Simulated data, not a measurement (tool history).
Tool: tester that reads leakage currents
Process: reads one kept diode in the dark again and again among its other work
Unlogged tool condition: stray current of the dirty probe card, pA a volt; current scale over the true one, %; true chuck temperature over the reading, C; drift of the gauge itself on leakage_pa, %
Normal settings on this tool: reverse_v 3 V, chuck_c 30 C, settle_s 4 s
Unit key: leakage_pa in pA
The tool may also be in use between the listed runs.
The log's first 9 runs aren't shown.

run    hour  reverse_v  chuck_c  settle_s  hours of work since the probe card was cleaned  hours of work since the tester was calibrated  hours of work since the chuck was calibrated  leakage_pa
 10   846.7          3       37         4                                            2678                                           2056                                           101      164.18
      877.1  -- probe card cleaned and baked
 11   980.2          3       37         4                                              51                                           2121                                           166      160.37
 12    1034          3       37         4                                              78                                           2148                                           193       159.7
 13  1146.7          3       37         4                                             134                                           2204                                           249      158.27
 14  1232.9          3       30         4                                             177                                           2247                                           292       88.22
 15    1298          3       30         4                                             209                                           2279                                           324       88.09
 16  1365.2          3       30         4                                             242                                           2312                                           357       87.45
 17  1466.5          3       30         4                                             293                                           2363                                           408       86.82
 18    1524          3       30         4                                             321                                           2391                                           436       86.41
 19  1589.5          3       30         4                                             354                                           2424                                           469       86.12
 20  1685.8          3       30         4                                             401                                           2472                                           516       85.47
 21  1791.2          3       30         4                                             454                                           2524                                           569       84.66
 22  1906.7       2.98       24      8.29                                             511                                           2581                                           626       50.57
 23  1969.3        6.6       40      1.71                                             542                                           2612                                           657       243.5
 24  2035.4        6.6       40      1.71                                             575                                           2645                                           690      242.46
 25  2144.8      11.19       30      0.82                                             629                                           2699                                           744      129.05
 26  2236.3      11.19       30      0.82                                             675                                           2745                                           790      128.21
 27  2350.7      11.59       30      7.14                                             731                                           2802                                           847      126.46
 28  2437.7          3       50         4                                             775                                           2845                                           890      396.57

For run 29, what comes out?
 29  2535.3          3       50         4                                             823                                           2893                                           938           ?

Run 29 gave leakage_pa 392.36 pA.
Minus the tool's unlogged condition, the same run would have read leakage_pa 449.81 pA.

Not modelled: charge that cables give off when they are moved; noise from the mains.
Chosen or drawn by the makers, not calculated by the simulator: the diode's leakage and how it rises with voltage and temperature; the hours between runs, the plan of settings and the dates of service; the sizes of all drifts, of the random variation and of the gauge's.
